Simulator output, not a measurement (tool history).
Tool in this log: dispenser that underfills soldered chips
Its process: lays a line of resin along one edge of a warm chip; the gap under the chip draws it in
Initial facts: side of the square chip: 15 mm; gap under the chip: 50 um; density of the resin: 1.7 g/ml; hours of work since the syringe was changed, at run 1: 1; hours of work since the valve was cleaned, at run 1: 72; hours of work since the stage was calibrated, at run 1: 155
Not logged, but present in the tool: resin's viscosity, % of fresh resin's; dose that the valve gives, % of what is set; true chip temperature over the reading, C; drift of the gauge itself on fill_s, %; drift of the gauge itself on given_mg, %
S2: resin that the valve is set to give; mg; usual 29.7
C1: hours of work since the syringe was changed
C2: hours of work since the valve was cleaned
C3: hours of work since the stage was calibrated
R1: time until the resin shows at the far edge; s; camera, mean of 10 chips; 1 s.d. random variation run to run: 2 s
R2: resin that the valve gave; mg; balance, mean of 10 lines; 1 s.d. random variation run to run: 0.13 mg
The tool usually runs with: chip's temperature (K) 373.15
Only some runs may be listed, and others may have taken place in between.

Run 1, hour 0: usual settings; C1 1; C2 72; C3 155. Result: R1 218.3 s, R2 28.35 mg.
Run 2, hour 5.2: usual settings; C1 5; C2 76; C3 158. Result: R1 253.7 s, R2 28.08 mg.
Run 3, hour 8.2: usual settings; C1 7; C2 78; C3 161. Result: R1 276.2 s, R2 28.12 mg.
Run 4, hour 11.6: usual settings but chip's temperature (K) 371.15; C1 10; C2 81; C3 163. Result: R1 336.7 s, R2 28.09 mg.
At hour 15: new syringe of resin.
Run 5, hour 16.1: usual settings but chip's temperature (K) 384.15; C1 1; C2 84; C3 166. Result: R1 136.1 s, R2 28.11 mg.
Run 6, hour 20: usual settings but chip's temperature (K) 386.15; C1 4; C2 87; C3 169. Result: R1 139.9 s, R2 28.24 mg.
At hour 23.7: dispensing valve cleaned and set on the balance.
Run 7, hour 25.6: usual settings but chip's temperature (K) 386.15; C1 7; C2 1; C3 173. Result: R1 157.5 s, R2 29.74 mg.
Run 8, hour 29.5: usual settings but chip's temperature (K) 386.15, S2 33.3 mg; C1 10; C2 4; C3 176. Result: R1 172.6 s, R2 33.49 mg.
At hour 32.4: new syringe of resin.
Run 9, hour 33.2: usual settings but chip's temperature (K) 386.15, S2 33.3 mg; C1 1; C2 7; C3 178. Result: R1 123 s, R2 32.85 mg.
Run 10, hour 36.8: usual settings but chip's temperature (K) 386.15, S2 33.3 mg; C1 3; C2 9; C3 181. Result: R1 136.7 s, R2 33.03 mg.
Run 11, hour 40.7: usual settings; C1 6; C2 12; C3 184. Result: R1 264.6 s, R2 29.68 mg.
Run 12, hour 45.5: usual settings but S2 26.4 mg; C1 10; C2 16; C3 187. Result: R1 309.2 s, R2 26.42 mg.
At hour 48.9: new syringe of resin.
Run 13, hour 50: usual settings but S2 26.4 mg; C1 1; C2 19; C3 190. Result: R1 216.9 s, R2 26.1 mg.
Run 14, hour 54.5: usual settings but S2 26.4 mg; C1 4; C2 22; C3 194. Result: R1 251.7 s, R2 25.97 mg.
Run 15, hour 58.8: usual settings but S2 26.4 mg; C1 7; C2 25; C3 197. Result: R1 279.1 s, R2 25.92 mg.
Run 16, hour 63.1: usual settings but S2 26.4 mg; C1 11; C2 29; C3 200. Result: R1 321.1 s, R2 25.91 mg.
At hour 65.3: new syringe of resin.
Run 17, hour 68.6: usual settings but chip's temperature (K) 383.15, S2 29.3 mg; C1 2; C2 33; C3 204. Result: R1 150.8 s, R2 28.79 mg.
Run 18, hour 73.4: usual settings but chip's temperature (K) 385.15, S2 31.3 mg; C1 6; C2 36; C3 207. Result: R1 158.3 s, R2 30.46 mg.
Run 19, hour 75.9: usual settings but S2 29.1 mg; C1 8; C2 38; C3 209. Result: R1 282.6 s, R2 28.43 mg.
Run 20, hour 80.8: usual settings but chip's temperature (K) 368.15, S2 32.1 mg; C1 11; C2 42; C3 213. Result: R1 405.6 s, R2 31.24 mg.
At hour 81.7: new syringe of resin.
Run 21, hour 85.1: usual settings but chip's temperature (K) 379.15, S2 32.4 mg; C1 2; C2 44; C3 216. Result: R1 177.7 s, R2 31.45 mg.
Run 22, hour 88.4: usual settings but chip's temperature (K) 383.15, S2 32.4 mg; C1 5; C2 47; C3 218. Result: R1 165.4 s, R2 31.46 mg.
Run 23, hour 90.8: usual settings but chip's temperature (K) 361.15, S2 35.7 mg; C1 7; C2 49; C3 220. Result: R1 465.5 s, R2 34.66 mg.
Run 24, hour 95.8: usual settings but chip's temperature (K) 375.15, S2 27.4 mg; C1 10; C2 52; C3 224. Result: R1 289.1 s, R2 26.84 mg.
At hour 98: new syringe of resin.
Run 25, hour 99.1: usual settings but chip's temperature (K) 375.15, S2 27.4 mg; C1 1; C2 55; C3 226. Result: R1 202.3 s, R2 26.44 mg.
Run 26, hour 104.4: usual settings but chip's temperature (K) 359.15, S2 27.8 mg; C1 5; C2 59; C3 230. Result: R1 482.5 s, R2 26.51 mg.
Run 27, hour 107.4: usual settings but chip's temperature (K) 359.15, S2 27.8 mg; C1 7; C2 61; C3 232. Result: R1 525.8 s, R2 26.65 mg.
Run 28, hour 111.3: usual settings but chip's temperature (K) 359.15, S2 31.3 mg; C1 10; C2 64; C3 235. Result: R1 566.2 s, R2 30.12 mg.
At hour 114.6: new syringe of resin.
Run 29, hour 116.2: usual settings but chip's temperature (K) 359.15, S2 31.3 mg; C1 1; C2 67; C3 238. Result: R1 403.6 s, R2 29.67 mg.
Run 30, hour 121.2: usual settings but chip's temperature (K) 359.15, S2 31.3 mg; C1 5; C2 71; C3 242. Result: R1 476.9 s, R2 29.93 mg.

Per-run results on a tool with no hidden state, each run keeping its own random variation:
run     R1     R2
  1  199.4  29.74
  2  198.5  29.55
  3  197.5  29.63
  4  217.3  29.65
  5  125.6  29.74
  6  114.9  29.93
  7  114.1   29.7
  8    111  33.51
  9  114.3  32.93
 10  114.3  33.17
 11  196.6  29.87
 12  199.1  26.65
 13    201  26.39
 14  204.3  26.31
 15  199.3  26.32
 16  201.5  26.36
 17  130.4  29.37
 18  118.8  31.15
 19  196.4   29.1
 20  243.4  32.07
 21  153.2  32.35
 22  129.4  32.42
 23  337.6  35.76
 24  180.3  27.76
 25  185.4  27.38
 26  375.1  27.53
 27    374  27.72
 28  360.2  31.39
 29  365.9     31
 30  373.4  31.35

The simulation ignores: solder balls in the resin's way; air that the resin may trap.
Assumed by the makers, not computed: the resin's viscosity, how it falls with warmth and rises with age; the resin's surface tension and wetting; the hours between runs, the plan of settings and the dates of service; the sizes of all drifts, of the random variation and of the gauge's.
